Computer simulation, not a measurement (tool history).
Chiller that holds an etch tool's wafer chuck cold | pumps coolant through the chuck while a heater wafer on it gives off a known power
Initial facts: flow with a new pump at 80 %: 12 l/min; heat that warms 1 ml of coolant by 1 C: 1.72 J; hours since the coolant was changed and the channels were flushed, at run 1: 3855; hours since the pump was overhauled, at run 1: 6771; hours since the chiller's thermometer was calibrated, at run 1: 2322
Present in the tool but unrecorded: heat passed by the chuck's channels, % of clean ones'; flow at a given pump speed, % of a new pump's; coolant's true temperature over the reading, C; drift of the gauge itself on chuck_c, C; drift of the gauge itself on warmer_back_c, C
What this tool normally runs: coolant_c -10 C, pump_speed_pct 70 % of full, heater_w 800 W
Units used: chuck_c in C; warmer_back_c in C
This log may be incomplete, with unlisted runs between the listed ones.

| run | day | coolant_c | pump_speed_pct | heater_w | hours since the coolant was changed and the channels were flushed | hours since the pump was overhauled | hours since the chiller's thermometer was calibrated | chuck_c | warmer_back_c |
|---|---|---|---|---|---|---|---|---|---|
| 1 | 0 | -10 | 70 | 800 | 3855 | 6771 | 2322 | -3.1 | 3.2 |
| 2 | 6.779 | -10 | 70 | 800 | 4018 | 6934 | 2484 | -3 | 3.25 |
| 3 | 14.146 | -10 | 70 | 800 | 4194 | 7111 | 2661 | -2.8 | 3.19 |
| 4 | 18.025 | -10 | 70 | 800 | 4287 | 7204 | 2754 | -2.7 | 3.27 |
|  | 21.333 | chiller's thermometer calibrated |
|  | 22.654 | coolant pump overhauled |
| 5 | 23.029 | -10 | 79 | 800 | 4402 | 9 | 36 | -4.3 | 2.38 |
| 6 | 28.15 | -10 | 79 | 800 | 4524 | 132 | 159 | -4.2 | 2.37 |
| 7 | 34.771 | -10 | 79 | 800 | 4683 | 291 | 318 | -4.4 | 2.38 |
| 8 | 42.292 | -10 | 79 | 800 | 4864 | 471 | 498 | -4.4 | 2.43 |
|  | 47.608 | coolant changed, channels flushed |
| 9 | 48.1 | -10 | 70 | 703 | 12 | 605 | 631 | -5 | 2.37 |
| 10 | 54.392 | -10 | 70 | 703 | 163 | 756 | 782 | -4.9 | 2.43 |
| 11 | 60.1 | -10 | 70 | 800 | 300 | 893 | 919 | -4.3 | 2.73 |
| 12 | 64.679 | -10 | 70 | 800 | 410 | 1003 | 1029 | -4.2 | 2.75 |
| 13 | 72.112 | -10 | 70 | 800 | 588 | 1181 | 1208 | -4 | 2.76 |
| 14 | 77.792 | -8 | 70 | 800 | 724 | 1317 | 1344 | -2 | 2.85 |
| 15 | 81.438 | -17 | 70 | 800 | 812 | 1405 | 1431 | -10.9 | 2.81 |
| 16 | 85.212 | -10 | 99 | 800 | 903 | 1495 | 1522 | -5.2 | 1.97 |
| 17 | 92.65 | -10 | 99 | 800 | 1081 | 1674 | 1701 | -5.2 | 1.93 |
| 18 | 97.933 | -10 | 66 | 459 | 1208 | 1801 | 1827 | -6.3 | 1.72 |
| 19 | 103.379 | -19 | 65 | 800 | 1339 | 1931 | 1958 | -12.6 | 3.13 |
| 20 | 110.329 | -5 | 64 | 501 | 1505 | 2098 | 2125 | -0.7 | 1.95 |
| 21 | 114.783 | -5 | 64 | 501 | 1612 | 2205 | 2232 | -0.6 | 1.92 |
| 22 | 119.212 | -5 | 64 | 501 | 1719 | 2311 | 2338 | -0.7 | 1.99 |
| 23 | 124.238 | -5 | 64 | 501 | 1839 | 2432 | 2459 | -0.5 | 1.99 |
| 24 | 131.288 | -6 | 70 | 804 | 2008 | 2601 | 2628 | 0.3 | 2.86 |
| 25 | 136.75 | -9 | 89 | 485 | 2139 | 2732 | 2759 | -5.3 | 1.36 |
|  | 139.958 | chiller's thermometer calibrated |
| 26 | 141.167 | -9 | 89 | 485 | 2244 | 2837 | 29 | -6 | 1.36 |
| 27 | 148.775 | -8 | 70 | 729 | 2427 | 3020 | 212 | -2.3 | 2.7 |
| 28 | 153.654 | -2 | 83 | 800 | 2544 | 3137 | 329 | 3.6 | 2.43 |
| 29 | 157.679 | -7 | 98 | 499 | 2641 | 3234 | 425 | -3.8 | 1.26 |
| 30 | 161.604 | -7 | 98 | 499 | 2735 | 3328 | 519 | -3.9 | 1.27 |
| 31 | 169.054 | -10 | 70 | 532 | 2914 | 3507 | 698 | -5.8 | 1.93 |

Branching from run 31: 4 alternative next runs. What would each branch give?
| A | 175.2 | -6 | 67 | 506 | 3061 | 3654 | 846 | ? | ? |
| B | 175.2 | -10 | 70 | 1144 | 3061 | 3654 | 846 | ? | ? |
| C | 175.2 | -1 | 87 | 504 | 3061 | 3654 | 846 | ? | ? |
| D | 175.2 | -2 | 73 | 800 | 3061 | 3654 | 846 | ? | ? |

| run | chuck_c | warmer_back_c |
|---|---|---|
| A | -1.7 | 1.98 |
| B | -0.9 | 4.33 |
| C | 2.6 | 1.53 |
| D | 4.3 | 2.86 |
With the hidden condition removed and each run's random variation left untouched, the same runs would have given:
| run | chuck_c | warmer_back_c |
|---|---|---|
| A | -2.4 | 1.79 |
| B | -2.2 | 3.92 |
| C | 1.9 | 1.39 |
| D | 3.3 | 2.59 |
